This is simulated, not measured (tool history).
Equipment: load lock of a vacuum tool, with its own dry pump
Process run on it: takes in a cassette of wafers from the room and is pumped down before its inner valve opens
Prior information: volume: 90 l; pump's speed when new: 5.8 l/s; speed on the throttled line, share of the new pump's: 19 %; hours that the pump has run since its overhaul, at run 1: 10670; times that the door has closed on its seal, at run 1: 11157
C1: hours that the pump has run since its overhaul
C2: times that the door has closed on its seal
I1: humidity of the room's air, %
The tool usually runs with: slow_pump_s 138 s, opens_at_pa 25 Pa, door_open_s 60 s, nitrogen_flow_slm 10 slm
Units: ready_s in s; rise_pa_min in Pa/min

run 1 day=0.000 | slow_pump_s=138 opens_at_pa=25 door_open_s=60 nitrogen_flow_slm=10 | C1=10670 C2=11157 | I1=45.2 | ready_s=257.0 rise_pa_min=0.038
run 2 day=3.525 | slow_pump_s=138 opens_at_pa=25 door_open_s=60 nitrogen_flow_slm=10 | C1=10754 C2=11450 | I1=43.9 | ready_s=256.9 rise_pa_min=0.041
run 3 day=5.512 | slow_pump_s=138 opens_at_pa=25 door_open_s=60 nitrogen_flow_slm=10 | C1=10802 C2=11615 | I1=46.5 | ready_s=256.3 rise_pa_min=0.046
run 4 day=10.050 | slow_pump_s=138 opens_at_pa=25 door_open_s=60 nitrogen_flow_slm=10 | C1=10911 C2=11992 | I1=42.2 | ready_s=256.4 rise_pa_min=0.045
run 5 day=14.458 | slow_pump_s=138 opens_at_pa=25 door_open_s=60 nitrogen_flow_slm=10 | C1=11017 C2=12358 | I1=45.2 | ready_s=255.5 rise_pa_min=0.043
run 6 day=19.092 | slow_pump_s=138 opens_at_pa=25 door_open_s=60 nitrogen_flow_slm=10 | C1=11128 C2=12743 | I1=44.1 | ready_s=257.9 rise_pa_min=0.051
run 7 day=22.229 | slow_pump_s=138 opens_at_pa=25 door_open_s=60 nitrogen_flow_slm=10 | C1=11203 C2=13004 | I1=45.4 | ready_s=256.4 rise_pa_min=0.048
run 8 day=25.442 | slow_pump_s=138 opens_at_pa=25 door_open_s=60 nitrogen_flow_slm=10 | C1=11280 C2=13271 | I1=44.2 | ready_s=256.3 rise_pa_min=0.042
run 9 day=28.758 | slow_pump_s=138 opens_at_pa=25 door_open_s=60 nitrogen_flow_slm=10 | C1=11360 C2=13546 | I1=48.9 | ready_s=257.2 rise_pa_min=0.047
run 10 day=31.683 | slow_pump_s=138 opens_at_pa=25 door_open_s=60 nitrogen_flow_slm=10 | C1=11430 C2=13789 | I1=48.3 | ready_s=258.2 rise_pa_min=0.051
run 11 day=34.854 | slow_pump_s=138 opens_at_pa=25 door_open_s=60 nitrogen_flow_slm=10 | C1=11506 C2=14052 | I1=43.7 | ready_s=255.7 rise_pa_min=0.054
run 12 day=38.617 | slow_pump_s=138 opens_at_pa=25 door_open_s=60 nitrogen_flow_slm=10 | C1=11597 C2=14365 | I1=45.4 | ready_s=256.6 rise_pa_min=0.050
run 13 day=42.925 | slow_pump_s=138 opens_at_pa=25 door_open_s=60 nitrogen_flow_slm=10 | C1=11700 C2=14723 | I1=44.1 | ready_s=257.4 rise_pa_min=0.054
run 14 day=47.500 | slow_pump_s=138 opens_at_pa=25 door_open_s=60 nitrogen_flow_slm=10 | C1=11810 C2=15103 | I1=45.5 | ready_s=259.1 rise_pa_min=0.061
run 15 day=51.012 | slow_pump_s=138 opens_at_pa=25 door_open_s=85 nitrogen_flow_slm=10 | C1=11894 C2=15394 | I1=42.6 | ready_s=256.0 rise_pa_min=0.059
run 16 day=53.654 | slow_pump_s=138 opens_at_pa=25 door_open_s=85 nitrogen_flow_slm=10 | C1=11957 C2=15614 | I1=45.8 | ready_s=261.0 rise_pa_min=0.062
run 17 day=56.146 | slow_pump_s=138 opens_at_pa=25 door_open_s=85 nitrogen_flow_slm=10 | C1=12017 C2=15821 | I1=45.3 | ready_s=259.2 rise_pa_min=0.062
run 18 day=59.608 | slow_pump_s=138 opens_at_pa=25 door_open_s=60 nitrogen_flow_slm=10 | C1=12100 C2=16109 | I1=46.2 | ready_s=255.6 rise_pa_min=0.055
run 19 day=63.058 | slow_pump_s=260 opens_at_pa=48 door_open_s=60 nitrogen_flow_slm=28 | C1=12183 C2=16395 | I1=44.4 | ready_s=340.1 rise_pa_min=0.057
run 20 day=66.421 | slow_pump_s=138 opens_at_pa=38 door_open_s=29 nitrogen_flow_slm=4 | C1=12264 C2=16674 | I1=43.7 | ready_s=249.6 rise_pa_min=0.065
run 21 day=68.383 | slow_pump_s=71 opens_at_pa=25 door_open_s=26 nitrogen_flow_slm=23 | C1=12311 C2=16837 | I1=43.8 | ready_s=204.1 rise_pa_min=0.058
run 22 day=70.908 | slow_pump_s=75 opens_at_pa=25 door_open_s=90 nitrogen_flow_slm=10 | C1=12371 C2=17047 | I1=46.2 | ready_s=208.0 rise_pa_min=0.066
run 23 day=75.538 | slow_pump_s=138 opens_at_pa=25 door_open_s=168 nitrogen_flow_slm=10 | C1=12483 C2=17432 | I1=46.1 | ready_s=258.7 rise_pa_min=0.071
run 24 day=79.021 | slow_pump_s=97 opens_at_pa=25 door_open_s=27 nitrogen_flow_slm=10 | C1=12566 C2=17721 | I1=48.7 | ready_s=226.2 rise_pa_min=0.067
run 25 day=82.867 | slow_pump_s=97 opens_at_pa=25 door_open_s=27 nitrogen_flow_slm=10 | C1=12659 C2=18041 | I1=46.3 | ready_s=229.8 rise_pa_min=0.065
run 26 day=85.504 | slow_pump_s=138 opens_at_pa=25 door_open_s=174 nitrogen_flow_slm=10 | C1=12722 C2=18260 | I1=44.8 | ready_s=257.4 rise_pa_min=0.071
run 27 day=89.000 | slow_pump_s=83 opens_at_pa=25 door_open_s=58 nitrogen_flow_slm=10 | C1=12806 C2=18550 | I1=48.3 | ready_s=215.8 rise_pa_min=0.068
run 28 day=91.054 | slow_pump_s=190 opens_at_pa=25 door_open_s=134 nitrogen_flow_slm=10 | C1=12855 C2=18721 | I1=46.9 | ready_s=301.6 rise_pa_min=0.075
run 29 day=94.417 | slow_pump_s=83 opens_at_pa=32 door_open_s=60 nitrogen_flow_slm=10 | C1=12936 C2=19000 | I1=46.4 | ready_s=211.9 rise_pa_min=0.076
run 30 day=97.167 | slow_pump_s=95 opens_at_pa=25 door_open_s=60 nitrogen_flow_slm=8 | C1=13002 C2=19228 | I1=46.5 | ready_s=226.5 rise_pa_min=0.076
run 31 day=100.792 | slow_pump_s=95 opens_at_pa=25 door_open_s=60 nitrogen_flow_slm=8 | C1=13089 C2=19529 | I1=46.4 | ready_s=226.8 rise_pa_min=0.073
run 32 day=104.133 | slow_pump_s=240 opens_at_pa=33 door_open_s=60 nitrogen_flow_slm=9 | C1=13169 C2=19807 | I1=47.7 | ready_s=337.1 rise_pa_min=0.073
run 33 day=108.775 | slow_pump_s=98 opens_at_pa=44 door_open_s=35 nitrogen_flow_slm=5 | C1=13280 C2=20192 | I1=43.2 | ready_s=219.3 rise_pa_min=0.078
run 34 day=112.442 | slow_pump_s=75 opens_at_pa=25 door_open_s=72 nitrogen_flow_slm=10 | C1=13368 C2=20497 | I1=44.4 | ready_s=210.9 rise_pa_min=0.082
run 35 day=115.992 | slow_pump_s=89 opens_at_pa=23 door_open_s=72 nitrogen_flow_slm=10 | C1=13453 C2=20792 | I1=46.3 | ready_s=226.3 rise_pa_min=0.083
run 36 day=118.358 | slow_pump_s=258 opens_at_pa=27 door_open_s=60 nitrogen_flow_slm=10 | C1=13510 C2=20988 | I1=41.5 | ready_s=349.4 rise_pa_min=0.074

How would selected steps in ready_s from run to run divide? Give the signed amount a tool lacking its hidden state would still show from settings, what came in and random variation, and the signed amount left for the hidden state, including any gauge scatter that is not in both of the compared results.
The tool's hidden condition here consists of: pump's speed, % of a new pump's; leak at the door's seal, Pa l/s; drift of the gauge itself on ready_s, %; drift of the gauge itself on rise_pa_min, %.
Run 18 -> 19: slow_pump_s 138 -> 260, opens_at_pa 25 -> 48, nitrogen_flow_slm 10 -> 28. ready_s +84.5 s: hidden state -5.4, all else +89.9.
Run 31 -> 32: slow_pump_s 95 -> 240, opens_at_pa 25 -> 33, nitrogen_flow_slm 8 -> 9. ready_s +110.3 s: hidden state -5.7, all else +116.0.
Run 32 -> 33: slow_pump_s 240 -> 98, opens_at_pa 33 -> 44, door_open_s 60 -> 35, nitrogen_flow_slm 9 -> 5. ready_s -117.8 s: hidden state +4.3, all else -122.1.
Run 35 -> 36: slow_pump_s 89 -> 258, opens_at_pa 23 -> 27, door_open_s 72 -> 60. ready_s +123.1 s: hidden state -6.5, all else +129.6.
